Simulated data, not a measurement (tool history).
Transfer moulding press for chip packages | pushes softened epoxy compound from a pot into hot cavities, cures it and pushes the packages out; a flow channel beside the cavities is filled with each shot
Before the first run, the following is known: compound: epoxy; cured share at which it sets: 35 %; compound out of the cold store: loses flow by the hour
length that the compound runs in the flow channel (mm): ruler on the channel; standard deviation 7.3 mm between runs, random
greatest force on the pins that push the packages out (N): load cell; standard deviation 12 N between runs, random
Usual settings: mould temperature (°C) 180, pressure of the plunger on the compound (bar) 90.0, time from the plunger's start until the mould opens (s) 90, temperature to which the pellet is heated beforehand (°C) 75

| run | hour | mould temperature (°C) | pressure of the plunger on the compound (bar) | time from the plunger's start until the mould opens (s) | temperature to which the pellet is heated beforehand (°C) | incoming compound's hours out of the cold store | length that the compound runs in the flow channel (mm) | greatest force on the pins that push the packages out (N) |
|---|---|---|---|---|---|---|---|---|
| 1 | 0.0 | 180 | 90.0 | 90 | 75 | 18.3 | 888 | 689 |
|  | 45.7 | cavities cleaned with cleaning compound and waxed |
| 2 | 65.4 | 180 | 90.0 | 90 | 75 | 33.2 | 851 | 872 |
| 3 | 101.5 | 180 | 90.0 | 90 | 75 | 21.1 | 863 | 848 |
|  | 128.3 | cavities cleaned with cleaning compound and waxed |
| 4 | 177.8 | 180 | 90.0 | 90 | 75 | 28.6 | 837 | 724 |
|  | 210.3 | cavities cleaned with cleaning compound and waxed |
| 5 | 251.1 | 180 | 90.0 | 90 | 75 | 44.8 | 796 | 650 |
|  | 294.0 | cavities cleaned with cleaning compound and waxed |
| 6 | 298.5 | 180 | 86.8 | 90 | 75 | 8.1 | 860 | 579 |
| 7 | 360.7 | 180 | 86.8 | 90 | 75 | 27.4 | 799 | 708 |
|  | 374.6 | cavities cleaned with cleaning compound and waxed |
|  | 388.1 | mould's thermocouples calibrated |
| 8 | 424.3 | 180 | 86.8 | 90 | 75 | 18.1 | 828 | 768 |
|  | 454.0 | plunger's sealing rings changed |
|  | 461.3 | cavities cleaned with cleaning compound and waxed |
| 9 | 477.1 | 180 | 86.8 | 90 | 75 | 41.0 | 824 | 637 |
|  | 504.7 | cavities cleaned with cleaning compound and waxed, once more |
| 10 | 543.4 | 180 | 86.8 | 90 | 66 | 26.2 | 844 | 738 |
|  | 589.8 | cavities cleaned with cleaning compound and waxed |
| 11 | 605.3 | 180 | 86.8 | 90 | 66 | 11.9 | 870 | 657 |
| 12 | 653.7 | 180 | 86.8 | 90 | 66 | 17.9 | 852 | 777 |
|  | 674.3 | cavities cleaned with cleaning compound and waxed |
| 13 | 733.8 | 180 | 86.8 | 90 | 66 | 15.5 | 842 | 780 |
|  | 758.4 | cavities cleaned with cleaning compound and waxed |
| 14 | 808.0 | 180 | 86.8 | 90 | 66 | 16.1 | 843 | 791 |
|  | 840.6 | cavities cleaned with cleaning compound and waxed |
| 15 | 876.0 | 177 | 90.0 | 90 | 66 | 29.1 | 838 | 853 |
|  | 922.8 | cavities cleaned with cleaning compound and waxed |
| 16 | 925.8 | 180 | 75.6 | 81 | 75 | 32.4 | 731 | 706 |
|  | 938.3 | plunger's sealing rings changed |
| 17 | 975.6 | 188 | 76.2 | 90 | 85 | 10.7 | 800 | 589 |
|  | 1007.8 | cavities cleaned with cleaning compound and waxed |
| 18 | 1013.2 | 179 | 98.8 | 111 | 77 | 45.6 | 857 | 471 |
|  | 1089.5 | cavities cleaned with cleaning compound and waxed |
| 19 | 1089.5 | 179 | 98.8 | 81 | 77 | 18.4 | 918 | 713 |
| 20 | 1144.5 | 186 | 106.3 | 125 | 72 | 27.8 | 891 | 578 |
|  | 1173.2 | cavities cleaned with cleaning compound and waxed |
| 21 | 1216.9 | 173 | 101.2 | 89 | 82 | 45.4 | 881 | 1058 |
|  | 1259.4 | cavities cleaned with cleaning compound and waxed |
| 22 | 1283.1 | 173 | 101.2 | 89 | 82 | 12.3 | 947 | 1039 |
| 23 | 1328.6 | 185 | 90.0 | 100 | 75 | 14.9 | 839 | 592 |
|  | 1342.6 | mould's thermocouples calibrated |
|  | 1344.1 | cavities cleaned with cleaning compound and waxed |
| 24 | 1386.6 | 185 | 85.1 | 100 | 69 | 15.1 | 804 | 566 |
|  | 1426.3 | plunger's sealing rings changed |
|  | 1427.8 | cavities cleaned with cleaning compound and waxed |
| 25 | 1430.6 | 175 | 102.7 | 111 | 78 | 33.6 | 939 | 536 |
| 26 | 1482.8 | 180 | 82.3 | 103 | 78 | 13.6 | 878 | 613 |
|  | 1512.4 | cavities cleaned with cleaning compound and waxed |
| 27 | 1558.7 | 177 | 87.5 | 84 | 80 | 14.9 | 884 | 1101 |

3 ways to go on from here, each from the tool as it stands after run 27. What would each give?
| A | 1590.4 | 177 | 87.5 | 81 | 78 | 12.9 | ? | ? |
| B | 1590.4 | 187 | 90.0 | 90 | 84 | 32.5 | ? | ? |
| C | 1590.4 | 177 | 87.5 | 84 | 72 | 31.8 | ? | ? |

| run | length that the compound runs in the flow channel (mm) | greatest force on the pins that push the packages out (N) |
|---|---|---|
| A | 882 | 1305 |
| B | 826 | 627 |
| C | 841 | 1126 |
Without the tool's hidden state the same runs would have given:
| run | length that the compound runs in the flow channel (mm) | greatest force on the pins that push the packages out (N) |
|---|---|---|
| A | 904 | 926 |
| B | 847 | 440 |
| C | 862 | 799 |
